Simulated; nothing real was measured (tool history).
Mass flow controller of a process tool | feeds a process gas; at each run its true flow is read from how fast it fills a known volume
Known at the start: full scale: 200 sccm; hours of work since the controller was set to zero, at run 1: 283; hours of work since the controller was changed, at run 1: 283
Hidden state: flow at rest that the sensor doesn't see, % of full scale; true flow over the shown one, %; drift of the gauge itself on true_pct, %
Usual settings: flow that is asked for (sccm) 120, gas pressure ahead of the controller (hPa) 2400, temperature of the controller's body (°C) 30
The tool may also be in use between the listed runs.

run     hour  flow that is asked for (sccm)  gas pressure ahead of the controller (hPa)  temperature of the controller's body (°C)  hours of work since the controller was set to zero  hours of work since the controller was changed  true flow (%)
  1      0.0                            120                                        2400                                         30                                                 283                                             283          99.62
  2    326.9                            120                                        2400                                         30                                                 451                                             451          99.69
  3    513.4                            120                                        2320                                         30                                                 547                                             547          99.62
  4    743.6                            120                                        2400                                         21                                                 665                                             665          98.77
  5    961.9                            120                                        2400                                         21                                                 777                                             777          98.81
  6   1307.3                             24                                        2400                                         30                                                 954                                             954          98.70
  7   1659.2                             24                                        2400                                         30                                                1134                                            1134          98.69
  8   2002.9                             24                                        2400                                         30                                                1311                                            1311          98.77
  9   2339.2                            120                                        2400                                         21                                                1483                                            1483          99.27
 10   2705.9                            120                                        2400                                         21                                                1671                                            1671          99.35
 11   2931.0                            120                                        2400                                         21                                                1787                                            1787          99.42
 12   3315.0                            120                                        2400                                         26                                                1983                                            1983         100.05
 13   3589.5                            120                                        2400                                         30                                                2124                                            2124         100.57
 14   3842.2                             59                                        2400                                         30                                                2254                                            2254          99.76
 15   4103.0                             59                                        2400                                         30                                                2388                                            2388          99.75
 16   4331.0                             59                                        2400                                         30                                                2505                                            2505         100.04
 17   4577.6                            120                                        2400                                         30                                                2631                                            2631         100.74
 18   4748.1                            120                                        2400                                         21                                                2718                                            2718          99.91
 19   5094.3                            120                                        2400                                         21                                                2896                                            2896          99.95
 20   5310.9                            120                                        2400                                         30                                                3007                                            3007         101.02
 21   5512.1                            120                                        2400                                         30                                                3110                                            3110         101.04
 22   5873.9                            120                                        2400                                         30                                                3296                                            3296         101.17
      5972.9  -- gauge calibrated
 23   6162.4                            120                                        2400                                         30                                                3444                                            3444          99.66
 24   6501.6                            120                                        2400                                         30                                                3618                                            3618          99.72
 25   6778.7                             24                                        2110                                         25                                                3760                                            3760          97.74
 26   7000.3                             24                                        2110                                         25                                                3874                                            3874          97.72
 27   7335.4                            188                                        2400                                         34                                                4045                                            4045         101.31
 28   7528.0                            137                                        2400                                         30                                                4144                                            4144         100.08
 29   7833.6                            146                                        1660                                         24                                                4301                                            4301          99.50
 30   8219.0                             54                                        1860                                         24                                                4499                                            4499          98.30
 31   8543.9                            120                                        2400                                         36                                                4665                                            4665         101.00
 32   8865.8                            120                                        2400                                         36                                                4830                                            4830         101.11
      8925.9  -- controller's zero set anew
 33   9248.3                            125                                        1760                                         22                                                 165                                            5026          99.50
 34   9463.2                            125                                        1760                                         22                                                 276                                            5136          99.41
 35   9731.3                             59                                        1930                                         30                                                 413                                            5274          99.60
 36  10031.6                            114                                        2400                                         26                                                 567                                            5428         100.15
 37  10285.6                            120                                        2000                                         21                                                 697                                            5558          99.61
 38  10616.8                            120                                        2700                                         29                                                 867                                            5728         100.90
 39  11013.1                             90                                        1530                                         29                                                1070                                            5931         100.15
 40  11217.4                             90                                        1530                                         29                                                1175                                            6036         100.15
 41  11579.2                             90                                        1530                                         29                                                1361                                            6222         100.30
 42  11983.9                             40                                        2790                                         28                                                1568                                            6429         100.07
 43  12363.9                             35                                        1830                                         30                                                1763                                            6624          99.89
 44  12563.5                             35                                        1830                                         30                                                1866                                            6726          99.88
 45  12876.5                             32                                        2320                                         25                                                2026                                            6887          99.62
 46  13060.7                            120                                        2330                                         21                                                2121                                            6981         100.48
     13163.9  -- gauge calibrated
 47  13292.9                             27                                        1740                                         40                                                2240                                            7101          99.20

Forecast each of these 3 alternatives for the next run:
  A  13676.2                             52                                        1740                                         40                                                2436                                            7297              ?
  B  13676.2                             88                                        1720                                         29                                                2436                                            7297              ?
  C  13676.2                            116                                        2020                                         28                                                2436                                            7297              ?

run  true flow (%)
  A          99.58
  B          98.87
  C          99.38
Without the tool's hidden state the same runs would have given:
run  true flow (%)
  A          99.44
  B          98.73
  C          99.24
